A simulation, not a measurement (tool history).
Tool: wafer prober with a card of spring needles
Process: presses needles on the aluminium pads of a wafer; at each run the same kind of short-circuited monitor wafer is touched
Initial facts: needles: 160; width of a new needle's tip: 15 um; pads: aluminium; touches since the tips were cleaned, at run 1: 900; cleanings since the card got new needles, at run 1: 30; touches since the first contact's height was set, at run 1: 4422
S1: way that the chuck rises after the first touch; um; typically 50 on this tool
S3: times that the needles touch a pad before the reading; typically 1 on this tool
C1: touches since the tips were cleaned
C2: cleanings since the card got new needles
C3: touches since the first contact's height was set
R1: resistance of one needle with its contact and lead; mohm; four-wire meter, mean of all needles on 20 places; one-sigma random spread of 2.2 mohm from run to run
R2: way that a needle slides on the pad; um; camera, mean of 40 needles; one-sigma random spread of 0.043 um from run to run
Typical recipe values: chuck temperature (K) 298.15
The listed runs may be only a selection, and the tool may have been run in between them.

{"run": 1, "hour": 0.0, "S1": 50, "chuck temperature (K)": 298.15, "S3": 1, "C1": 900, "C2": 30, "C3": 4422, "R1": 247, "R2": 11.53}
{"run": 2, "hour": 11.7, "S1": 50, "chuck temperature (K)": 317.15, "S3": 1, "C1": 6741, "C2": 30, "C3": 10263, "R1": 251, "R2": 11.5}
{"hour": 12.5, "done": "tips cleaned on abrasive film"}
{"run": 3, "hour": 24.0, "S1": 50, "chuck temperature (K)": 298.15, "S3": 1, "C1": 5765, "C2": 31, "C3": 16392, "R1": 245, "R2": 11.5}
{"hour": 27.1, "done": "tips cleaned on abrasive film"}
{"run": 4, "hour": 31.1, "S1": 50, "chuck temperature (K)": 298.15, "S3": 1, "C1": 2019, "C2": 32, "C3": 19896, "R1": 248, "R2": 11.41}
{"hour": 42.0, "done": "tips cleaned on abrasive film"}
{"run": 5, "hour": 43.6, "S1": 50, "chuck temperature (K)": 298.15, "S3": 1, "C1": 810, "C2": 33, "C3": 26124, "R1": 247, "R2": 11.37}
{"run": 6, "hour": 55.9, "S1": 50, "chuck temperature (K)": 298.15, "S3": 1, "C1": 6967, "C2": 33, "C3": 32281, "R1": 249, "R2": 11.41}
{"hour": 56.9, "done": "tips cleaned on abrasive film"}
{"run": 7, "hour": 61.6, "S1": 67, "chuck temperature (K)": 298.15, "S3": 1, "C1": 2348, "C2": 34, "C3": 35101, "R1": 242, "R2": 15.29}
{"hour": 71.5, "done": "tips cleaned on abrasive film"}
{"run": 8, "hour": 71.8, "S1": 50, "chuck temperature (K)": 370.15, "S3": 1, "C1": 178, "C2": 35, "C3": 40158, "R1": 267, "R2": 11.35}
{"run": 9, "hour": 78.0, "S1": 50, "chuck temperature (K)": 370.15, "S3": 1, "C1": 3273, "C2": 35, "C3": 43253, "R1": 267, "R2": 11.29}
{"run": 10, "hour": 83.5, "S1": 50, "chuck temperature (K)": 370.15, "S3": 1, "C1": 6041, "C2": 35, "C3": 46021, "R1": 266, "R2": 11.29}
{"hour": 86.4, "done": "tips cleaned on abrasive film"}
{"run": 11, "hour": 90.5, "S1": 50, "chuck temperature (K)": 298.15, "S3": 2, "C1": 2069, "C2": 36, "C3": 49453, "R1": 244, "R2": 11.3}
{"run": 12, "hour": 98.3, "S1": 50, "chuck temperature (K)": 298.15, "S3": 2, "C1": 6003, "C2": 36, "C3": 53387, "R1": 242, "R2": 11.28}
{"hour": 100.9, "done": "tips cleaned on abrasive film"}
{"run": 13, "hour": 105.9, "S1": 50, "chuck temperature (K)": 303.15, "S3": 2, "C1": 2516, "C2": 37, "C3": 57122, "R1": 244, "R2": 11.31}
{"hour": 115.8, "done": "tips cleaned on abrasive film"}
{"run": 14, "hour": 116.0, "S1": 50, "chuck temperature (K)": 298.15, "S3": 1, "C1": 130, "C2": 38, "C3": 62144, "R1": 243, "R2": 11.29}
{"run": 15, "hour": 126.6, "S1": 50, "chuck temperature (K)": 298.15, "S3": 1, "C1": 5447, "C2": 38, "C3": 67461, "R1": 246, "R2": 11.31}
{"hour": 130.6, "done": "tips cleaned on abrasive film"}
{"run": 16, "hour": 133.7, "S1": 68, "chuck temperature (K)": 298.15, "S3": 1, "C1": 1594, "C2": 39, "C3": 70972, "R1": 241, "R2": 15.26}
{"run": 17, "hour": 140.6, "S1": 68, "chuck temperature (K)": 298.15, "S3": 2, "C1": 5058, "C2": 39, "C3": 74436, "R1": 243, "R2": 15.38}
{"hour": 145.3, "done": "tips cleaned on abrasive film"}
{"hour": 145.9, "done": "gauge calibrated"}
{"run": 18, "hour": 153.4, "S1": 50, "chuck temperature (K)": 346.15, "S3": 2, "C1": 4064, "C2": 40, "C3": 80794, "R1": 258, "R2": 11.59}
{"hour": 160.0, "done": "tips cleaned on abrasive film"}
{"run": 19, "hour": 165.1, "S1": 50, "chuck temperature (K)": 346.15, "S3": 2, "C1": 2556, "C2": 41, "C3": 86589, "R1": 260, "R2": 11.43}
{"run": 20, "hour": 170.8, "S1": 60, "chuck temperature (K)": 367.15, "S3": 1, "C1": 5434, "C2": 41, "C3": 89467, "R1": 258, "R2": 13.82}
{"hour": 175.0, "done": "tips cleaned on abrasive film"}
{"run": 21, "hour": 178.9, "S1": 51, "chuck temperature (K)": 301.15, "S3": 2, "C1": 1985, "C2": 42, "C3": 93464, "R1": 248, "R2": 11.69}
{"run": 22, "hour": 184.3, "S1": 51, "chuck temperature (K)": 301.15, "S3": 2, "C1": 4689, "C2": 42, "C3": 96168, "R1": 246, "R2": 11.66}
{"hour": 189.5, "done": "tips cleaned on abrasive film"}
{"run": 23, "hour": 193.3, "S1": 51, "chuck temperature (K)": 301.15, "S3": 2, "C1": 1870, "C2": 43, "C3": 100601, "R1": 246, "R2": 11.69}
{"hour": 204.1, "done": "tips cleaned on abrasive film"}
{"run": 24, "hour": 205.2, "S1": 31, "chuck temperature (K)": 326.15, "S3": 1, "C1": 544, "C2": 44, "C3": 106510, "R1": 265, "R2": 7.08}
{"run": 25, "hour": 214.8, "S1": 55, "chuck temperature (K)": 300.15, "S3": 1, "C1": 5352, "C2": 44, "C3": 111318, "R1": 246, "R2": 12.53}
{"hour": 218.4, "done": "tips cleaned on abrasive film"}
{"run": 26, "hour": 224.4, "S1": 52, "chuck temperature (K)": 318.15, "S3": 2, "C1": 3010, "C2": 45, "C3": 116092, "R1": 249, "R2": 11.81}
{"hour": 232.8, "done": "tips cleaned on abrasive film"}
{"run": 27, "hour": 233.0, "S1": 30, "chuck temperature (K)": 377.15, "S3": 1, "C1": 80, "C2": 46, "C3": 120359, "R1": 281, "R2": 6.8}
{"run": 28, "hour": 241.2, "S1": 30, "chuck temperature (K)": 377.15, "S3": 1, "C1": 4186, "C2": 46, "C3": 124465, "R1": 285, "R2": 6.84}
{"hour": 247.4, "done": "tips cleaned on abrasive film"}
{"run": 29, "hour": 250.9, "S1": 38, "chuck temperature (K)": 302.15, "S3": 3, "C1": 1768, "C2": 47, "C3": 129289, "R1": 253, "R2": 8.61}
{"run": 30, "hour": 256.7, "S1": 30, "chuck temperature (K)": 372.15, "S3": 2, "C1": 4675, "C2": 47, "C3": 132196, "R1": 283, "R2": 6.76}
{"hour": 261.9, "done": "tips cleaned on abrasive film"}
{"run": 31, "hour": 269.2, "S1": 64, "chuck temperature (K)": 298.15, "S3": 1, "C1": 3692, "C2": 48, "C3": 138414, "R1": 245, "R2": 14.47}
{"run": 32, "hour": 275.5, "S1": 64, "chuck temperature (K)": 298.15, "S3": 2, "C1": 6803, "C2": 48, "C3": 141525, "R1": 242, "R2": 14.44}
{"hour": 276.4, "done": "tips cleaned on abrasive film"}
{"run": 33, "hour": 283.6, "S1": 64, "chuck temperature (K)": 298.15, "S3": 2, "C1": 3644, "C2": 49, "C3": 145574, "R1": 242, "R2": 14.42}

Below are 3 alternative next runs, each starting from the tool's condition after run 33. Predict each:
{"hour": 291.3, "done": "tips cleaned on abrasive film"}
{"run": "A", "hour": 296.3, "S1": 56, "chuck temperature (K)": 298.15, "S3": 2, "C1": 2473, "C2": 50, "C3": 151860, "R1": "?", "R2": "?"}
{"hour": 291.3, "done": "tips cleaned on abrasive film"}
{"run": "B", "hour": 296.3, "S1": 45, "chuck temperature (K)": 376.15, "S3": 1, "C1": 2473, "C2": 50, "C3": 151860, "R1": "?", "R2": "?"}
{"hour": 291.3, "done": "tips cleaned on abrasive film"}
{"run": "C", "hour": 296.3, "S1": 51, "chuck temperature (K)": 300.15, "S3": 1, "C1": 2473, "C2": 50, "C3": 151860, "R1": "?", "R2": "?"}

run=A R1=246 R2=12.51
run=B R1=272 R2=10.04
run=C R1=246 R2=11.55
With the hidden condition removed and each run's random variation left untouched, the same runs would have given:
run=A R1=246 R2=12.85
run=B R1=271 R2=10.31
run=C R1=245 R2=11.85
